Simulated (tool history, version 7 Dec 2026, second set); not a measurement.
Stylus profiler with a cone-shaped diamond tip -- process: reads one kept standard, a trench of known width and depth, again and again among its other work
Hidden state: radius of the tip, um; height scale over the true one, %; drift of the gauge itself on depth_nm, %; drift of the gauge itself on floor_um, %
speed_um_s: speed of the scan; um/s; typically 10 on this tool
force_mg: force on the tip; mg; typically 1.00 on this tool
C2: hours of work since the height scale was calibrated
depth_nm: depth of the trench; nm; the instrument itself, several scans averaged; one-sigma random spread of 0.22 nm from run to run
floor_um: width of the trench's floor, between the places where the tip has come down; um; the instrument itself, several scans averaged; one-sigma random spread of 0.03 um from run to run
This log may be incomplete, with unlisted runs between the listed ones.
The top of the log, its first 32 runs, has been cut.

run 33 hour=376.4 | speed_um_s=20 force_mg=0.78 | scans_with_this_tip=2274 C2=327 | depth_nm=1002.71 floor_um=13.23
run 34 hour=386.8 | speed_um_s=20 force_mg=1.71 | scans_with_this_tip=2317 C2=333 | depth_nm=1005.79 floor_um=13.31
run 35 hour=399.8 | speed_um_s=20 force_mg=0.45 | scans_with_this_tip=2370 C2=340 | depth_nm=1001.26 floor_um=13.16
run 36 hour=417.7 | speed_um_s=4 force_mg=1.74 | scans_with_this_tip=2444 C2=351 | depth_nm=1005.78 floor_um=13.33
run 37 hour=435.5 | speed_um_s=4 force_mg=1.74 | scans_with_this_tip=2517 C2=362 | depth_nm=1005.37 floor_um=13.35
run 38 hour=445.2 | speed_um_s=5 force_mg=1.41 | scans_with_this_tip=2557 C2=367 | depth_nm=1005.12 floor_um=13.36
run 39 hour=456.7 | speed_um_s=4 force_mg=1.49 | scans_with_this_tip=2605 C2=374 | depth_nm=1004.89 floor_um=13.32
run 40 hour=471.2 | speed_um_s=4 force_mg=1.59 | scans_with_this_tip=2664 C2=383 | depth_nm=1005.20 floor_um=13.33
run 41 hour=482.2 | speed_um_s=6 force_mg=2.75 | scans_with_this_tip=2710 C2=389 | depth_nm=1008.58 floor_um=13.32
run 42 hour=495.1 | speed_um_s=6 force_mg=2.75 | scans_with_this_tip=2763 C2=397 | depth_nm=1008.00 floor_um=13.27
run 43 hour=512.5 | speed_um_s=3 force_mg=0.39 | scans_with_this_tip=2835 C2=407 | depth_nm=1000.53 floor_um=13.30
run 44 hour=520.5 | speed_um_s=3 force_mg=1.92 | scans_with_this_tip=2868 C2=412 | depth_nm=1006.37 floor_um=13.33
run 45 hour=532.1 | speed_um_s=11 force_mg=0.58 | scans_with_this_tip=2915 C2=419 | depth_nm=1001.42 floor_um=13.19
run 46 hour=546.5 | speed_um_s=11 force_mg=0.58 | scans_with_this_tip=2974 C2=427 | depth_nm=1001.49 floor_um=13.15
run 47 hour=563.2 | speed_um_s=18 force_mg=1.61 | scans_with_this_tip=3043 C2=437 | depth_nm=1004.84 floor_um=13.09

Forecast each of these 3 alternatives for the next run:
run A hour=581.1 | speed_um_s=23 force_mg=2.03 | scans_with_this_tip=3117 C2=448 | depth_nm=? floor_um=?
run B hour=581.1 | speed_um_s=13 force_mg=1.61 | scans_with_this_tip=3117 C2=448 | depth_nm=? floor_um=?
run C hour=581.1 | speed_um_s=4 force_mg=1.34 | scans_with_this_tip=3117 C2=448 | depth_nm=? floor_um=?

run=A depth_nm=1006.23 floor_um=13.08
run=B depth_nm=1005.37 floor_um=13.16
run=C depth_nm=1003.84 floor_um=13.16
Stripped of hidden state, with their random variation kept, the same runs would have yielded:
run=A depth_nm=1008.53 floor_um=13.82
run=B depth_nm=1007.66 floor_um=13.90
run=C depth_nm=1006.13 floor_um=13.90

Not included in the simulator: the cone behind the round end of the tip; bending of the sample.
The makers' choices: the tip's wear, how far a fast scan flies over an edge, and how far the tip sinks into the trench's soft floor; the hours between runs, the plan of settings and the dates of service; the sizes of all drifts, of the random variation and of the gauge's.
